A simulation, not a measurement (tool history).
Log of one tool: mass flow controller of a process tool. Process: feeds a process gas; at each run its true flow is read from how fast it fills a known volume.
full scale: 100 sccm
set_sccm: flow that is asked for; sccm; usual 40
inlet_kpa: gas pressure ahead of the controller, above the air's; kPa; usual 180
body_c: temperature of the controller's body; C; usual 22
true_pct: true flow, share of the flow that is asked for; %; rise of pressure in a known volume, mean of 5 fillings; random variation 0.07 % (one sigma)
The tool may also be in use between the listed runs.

run,hour,set_sccm,inlet_kpa,body_c,true_pct
1,0,40,180,22,99.34
2,63.6,40,180,22,99.25
3,102.8,40,180,34,100.61
4,156.7,40,158,22,99.02
5,210.2,40,180,22,99.32
6,261.4,40,180,22,99.3
7,333.3,40,163,22,99.29
8,387.4,40,163,22,99.29
9,422,40,163,22,99.31
10,487.8,40,180,22,99.35
11,555.7,40,180,22,99.58
12,616,40,180,22,99.54
13,669.6,40,209,29,100.48
14,714.6,94,222,26,101.04
15,772.9,37,211,34,101.1
16,811.7,10,151,26,101.1
17,860.2,35,151,26,99.84
18,935.4,17,180,22,99.93
19,984.1,13,176,22,100.41
20,1059,13,176,22,100.42
21,1102.3,89,145,22,100.23
22,1150.7,89,145,22,100
23,1188.1,45,203,31,100.83
24,1239.4,70,163,22,99.75

4 ways to go on from here, each from the tool as it stands after run 24. What would each give?
A,1289.9,89,246,34,?
B,1289.9,40,269,27,?
C,1289.9,26,274,24,?
D,1289.9,53,180,22,?

run,true_pct
A,102.3
B,100.89
C,100.63
D,99.96
Without the tool's hidden state the same runs would have given:
run,true_pct
A,101.18
B,99.39
C,98.75
D,98.62

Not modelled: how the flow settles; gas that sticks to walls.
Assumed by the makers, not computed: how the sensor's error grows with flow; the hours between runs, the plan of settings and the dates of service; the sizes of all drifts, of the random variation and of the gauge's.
